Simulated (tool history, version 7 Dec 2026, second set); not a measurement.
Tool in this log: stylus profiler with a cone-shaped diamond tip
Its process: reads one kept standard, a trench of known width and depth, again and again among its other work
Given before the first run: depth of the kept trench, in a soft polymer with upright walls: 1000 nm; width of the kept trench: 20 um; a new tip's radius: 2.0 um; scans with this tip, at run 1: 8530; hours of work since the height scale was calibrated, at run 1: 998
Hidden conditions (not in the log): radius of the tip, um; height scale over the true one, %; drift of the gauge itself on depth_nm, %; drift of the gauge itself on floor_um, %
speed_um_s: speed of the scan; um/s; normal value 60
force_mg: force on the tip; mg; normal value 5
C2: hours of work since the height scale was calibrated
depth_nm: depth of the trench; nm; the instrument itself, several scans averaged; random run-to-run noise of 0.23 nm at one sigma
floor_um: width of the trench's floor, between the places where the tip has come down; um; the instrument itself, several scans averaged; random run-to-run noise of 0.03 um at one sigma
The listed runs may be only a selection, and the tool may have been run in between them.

run 1 hour=0 | speed_um_s=60 force_mg=5 | scans_with_this_tip=8530 C2=998 | depth_nm=1026.21 floor_um=13.84
-- hour=7.2 new tip fitted, height scale calibrated
run 2 hour=14.1 | speed_um_s=115 force_mg=5 | scans_with_this_tip=39 C2=5 | depth_nm=1020.7 floor_um=16.1
run 3 hour=29.1 | speed_um_s=115 force_mg=5 | scans_with_this_tip=123 C2=14 | depth_nm=1020.72 floor_um=16.08
run 4 hour=40.9 | speed_um_s=115 force_mg=4.75 | scans_with_this_tip=189 C2=22 | depth_nm=1019.75 floor_um=16
run 5 hour=52.7 | speed_um_s=60 force_mg=5 | scans_with_this_tip=255 C2=30 | depth_nm=1020.88 floor_um=16.2
run 6 hour=59.7 | speed_um_s=60 force_mg=5 | scans_with_this_tip=295 C2=35 | depth_nm=1020.76 floor_um=16.2
run 7 hour=70.9 | speed_um_s=60 force_mg=5 | scans_with_this_tip=358 C2=42 | depth_nm=1020.44 floor_um=16.21
run 8 hour=80.6 | speed_um_s=60 force_mg=5.81 | scans_with_this_tip=412 C2=48 | depth_nm=1023.17 floor_um=16.2
run 9 hour=93.9 | speed_um_s=58 force_mg=5 | scans_with_this_tip=487 C2=57 | depth_nm=1020.7 floor_um=16.14
run 10 hour=103 | speed_um_s=60 force_mg=3.29 | scans_with_this_tip=538 C2=63 | depth_nm=1015.63 floor_um=16.05
run 11 hour=109.4 | speed_um_s=60 force_mg=3.29 | scans_with_this_tip=574 C2=67 | depth_nm=1015.72 floor_um=16.04
run 12 hour=121.9 | speed_um_s=60 force_mg=3.29 | scans_with_this_tip=645 C2=75 | depth_nm=1015.48 floor_um=16.04
run 13 hour=131.6 | speed_um_s=60 force_mg=3.29 | scans_with_this_tip=699 C2=82 | depth_nm=1016.1 floor_um=16.03
run 14 hour=139.9 | speed_um_s=60 force_mg=3.29 | scans_with_this_tip=746 C2=87 | depth_nm=1015.83 floor_um=15.99
run 15 hour=151.1 | speed_um_s=60 force_mg=3.29 | scans_with_this_tip=809 C2=95 | depth_nm=1015.63 floor_um=15.93
run 16 hour=164.5 | speed_um_s=60 force_mg=3.29 | scans_with_this_tip=884 C2=103 | depth_nm=1015.53 floor_um=15.92
run 17 hour=180 | speed_um_s=60 force_mg=3.29 | scans_with_this_tip=971 C2=114 | depth_nm=1015.73 floor_um=15.9
run 18 hour=193.2 | speed_um_s=60 force_mg=3.29 | scans_with_this_tip=1045 C2=122 | depth_nm=1016.05 floor_um=15.91
run 19 hour=208.2 | speed_um_s=60 force_mg=3.29 | scans_with_this_tip=1129 C2=132 | depth_nm=1016.05 floor_um=15.87
run 20 hour=223 | speed_um_s=60 force_mg=5.55 | scans_with_this_tip=1212 C2=142 | depth_nm=1022.86 floor_um=15.85
run 21 hour=238 | speed_um_s=181 force_mg=5 | scans_with_this_tip=1297 C2=152 | depth_nm=1021.26 floor_um=15.36
run 22 hour=248.1 | speed_um_s=135 force_mg=2.03 | scans_with_this_tip=1353 C2=158 | depth_nm=1011.74 floor_um=15.2
run 23 hour=259.3 | speed_um_s=135 force_mg=2.03 | scans_with_this_tip=1417 C2=166 | depth_nm=1011.94 floor_um=15.21
run 24 hour=273.9 | speed_um_s=135 force_mg=2.03 | scans_with_this_tip=1498 C2=175 | depth_nm=1011.72 floor_um=15.2
run 25 hour=285.2 | speed_um_s=135 force_mg=2.03 | scans_with_this_tip=1562 C2=183 | depth_nm=1012.22 floor_um=15.17
run 26 hour=297 | speed_um_s=16 force_mg=1.94 | scans_with_this_tip=1629 C2=191 | depth_nm=1011.65 floor_um=15.87
run 27 hour=307.5 | speed_um_s=22 force_mg=2.35 | scans_with_this_tip=1687 C2=197 | depth_nm=1013.23 floor_um=15.79
run 28 hour=320.7 | speed_um_s=22 force_mg=2.35 | scans_with_this_tip=1762 C2=206 | depth_nm=1012.76 floor_um=15.76
run 29 hour=332 | speed_um_s=40 force_mg=2.35 | scans_with_this_tip=1825 C2=214 | depth_nm=1013.3 floor_um=15.59
run 30 hour=339 | speed_um_s=40 force_mg=2.35 | scans_with_this_tip=1865 C2=218 | depth_nm=1013.56 floor_um=15.65
run 31 hour=347.1 | speed_um_s=40 force_mg=2.35 | scans_with_this_tip=1910 C2=224 | depth_nm=1013.07 floor_um=15.57
run 32 hour=361.5 | speed_um_s=121 force_mg=5 | scans_with_this_tip=1991 C2=233 | depth_nm=1021.79 floor_um=15.31
run 33 hour=377.1 | speed_um_s=121 force_mg=5 | scans_with_this_tip=2079 C2=243 | depth_nm=1021.53 floor_um=15.33

A few steps of depth_nm between consecutive runs. Split each: what settings, incoming material and random variation would produce without the hidden state, and what is left over for the hidden state, along with gauge scatter present in only one of the two compared results (measured, and without hidden state):
Run 1 -> 2: speed_um_s 60 -> 115, new tip fitted, height scale calibrated. depth_nm -5.51 nm: hidden state -5.5, all else -0.01.
Run 2 -> 3: settings left as they were, no log entry in between. depth_nm +0.02 nm: hidden state +0.06, all else -0.04.
Run 19 -> 20: force_mg 3.29 -> 5.55. depth_nm +6.81 nm: hidden state +0.06, all else +6.75.
Run 21 -> 22: speed_um_s 181 -> 135, force_mg 5 -> 2.03. depth_nm -9.52 nm: hidden state +0.04, all else -9.56.
Run 31 -> 32: speed_um_s 40 -> 121, force_mg 2.35 -> 5. depth_nm +8.72 nm: hidden state +0.06, all else +8.66.
